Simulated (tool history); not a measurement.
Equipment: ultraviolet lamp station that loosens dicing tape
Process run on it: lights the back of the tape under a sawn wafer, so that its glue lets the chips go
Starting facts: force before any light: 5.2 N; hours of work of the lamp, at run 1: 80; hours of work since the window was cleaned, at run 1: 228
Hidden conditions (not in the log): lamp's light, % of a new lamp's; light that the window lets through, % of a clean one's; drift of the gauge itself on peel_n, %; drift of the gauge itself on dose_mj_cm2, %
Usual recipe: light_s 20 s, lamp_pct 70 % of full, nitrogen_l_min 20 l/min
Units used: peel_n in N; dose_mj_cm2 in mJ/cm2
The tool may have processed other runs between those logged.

run    hour  light_s  lamp_pct  nitrogen_l_min  hours of work of the lamp  hours of work since the window was cleaned  peel_n  dose_mj_cm2
  1     0.0       20        70              20                         80                                         228   0.924          398
  2    38.6       20        70              20                         97                                         245   0.946          389
  3    69.4       20        70              20                        111                                         259   1.031          378
       86.6  -- window cleaned of glue's vapour
  4   108.8       20        70              20                        128                                          10   1.230          328
  5   130.2       20        68              20                        138                                          20   1.270          317
  6   151.8       24        68              20                        148                                          29   1.032          377
  7   177.7       24        68              19                        159                                          41   1.068          369
  8   214.1       24        68              19                        176                                          57   1.112          364
  9   235.6       24        68              19                        185                                          67   1.124          352
      267.3  -- window cleaned of glue's vapour, once more
 10   277.9       20        95              20                        204                                           5   0.504          579
 11   297.9       20        70              20                        213                                          14   0.839          429
 12   325.0       20        70              20                        225                                          26   0.848          419
 13   345.1       20        70              20                        234                                          35   0.857          415
 14   372.0       20        70              20                        246                                          47   0.917          406
 15   412.5       20        70              20                        264                                          65   0.939          398
 16   436.2       20        70              20                        275                                          76   0.969          392
 17   461.1       20        70              20                        286                                          87   0.980          386
 18   499.7       20        70              20                        304                                         104   1.029          374
 19   538.4       20        70              20                        321                                         122   1.056          369
 20   572.1       20        70              20                        336                                         137   1.104          362
 21   609.9       20        70              20                        353                                         154   1.091          354
 22   643.0       40        82              21                        368                                         169   0.292          801
 23   673.0       24        67              16                        381                                         182   1.038          386
 24   703.5       25        95              18                        395                                         196   0.559          562
 25   737.2       25        95              18                        410                                         211   0.580          548
 26   776.1       14        64              24                        428                                         228   1.964          201
 27   807.6       14        66               9                        442                                         242   2.666          203
 28   838.3       36       100              11                        456                                         256   0.466          777
      861.1  -- window cleaned of glue's vapour
 29   871.7       20        65               7                        470                                           5   1.914          338
 30   905.7       20        65               7                        486                                          20   1.936          331
 31   946.2       20        65               7                        504                                          38   1.885          321
 32   985.4       14        70               6                        521                                          56   2.651          237
 33  1023.5       15        70              20                        538                                          73   1.695          247
 34  1045.9       21        68              20                        549                                          83   1.194          336
 35  1082.7       21        68              20                        565                                          99   1.248          327
 36  1110.8       21        68              20                        578                                         112   1.304          317
 37  1129.8       30        63              13                        586                                         121   1.143          423
 38  1151.7       30        63              13                        596                                         130   1.138          407
 39  1188.9       40        75              11                        613                                         147   0.630          637
 40  1230.5       40        75              11                        631                                         166   0.646          622
 41  1271.9       40        75              11                        650                                         184   0.687          611
 42  1310.5       40        75              11                        667                                         202   0.722          585

Across each entry between runs, compare the hidden state at the last listed run before it with the hidden state at the first listed run after it:
From run 3 to run 4: window cleaned of glue's vapour (hour 86.6)
  lamp's light, % of a new lamp's: 94.4 -> 93.4; light that the window lets through, % of a clean one's: 82.7 -> 73
  measured result minus the result with no hidden state, peel_n: +0.334 -> +0.542 N; dose_mj_cm2: -107 -> -154 mJ/cm2
From run 9 to run 10: window cleaned of glue's vapour, once more (hour 267.3)
  lamp's light, % of a new lamp's: 90.5 -> 89.4; light that the window lets through, % of a clean one's: 69.1 -> 98.9
  measured result minus the result with no hidden state, peel_n: +0.591 -> +0.095 N; dose_mj_cm2: -213 -> -75 mJ/cm2
From run 28 to run 29: window cleaned of glue's vapour (hour 861.1)
  lamp's light, % of a new lamp's: 76.2 -> 75.4; light that the window lets through, % of a clean one's: 82 -> 99.6
  measured result minus the result with no hidden state, peel_n: +0.226 -> +0.514 N; dose_mj_cm2: -467 -> -112 mJ/cm2

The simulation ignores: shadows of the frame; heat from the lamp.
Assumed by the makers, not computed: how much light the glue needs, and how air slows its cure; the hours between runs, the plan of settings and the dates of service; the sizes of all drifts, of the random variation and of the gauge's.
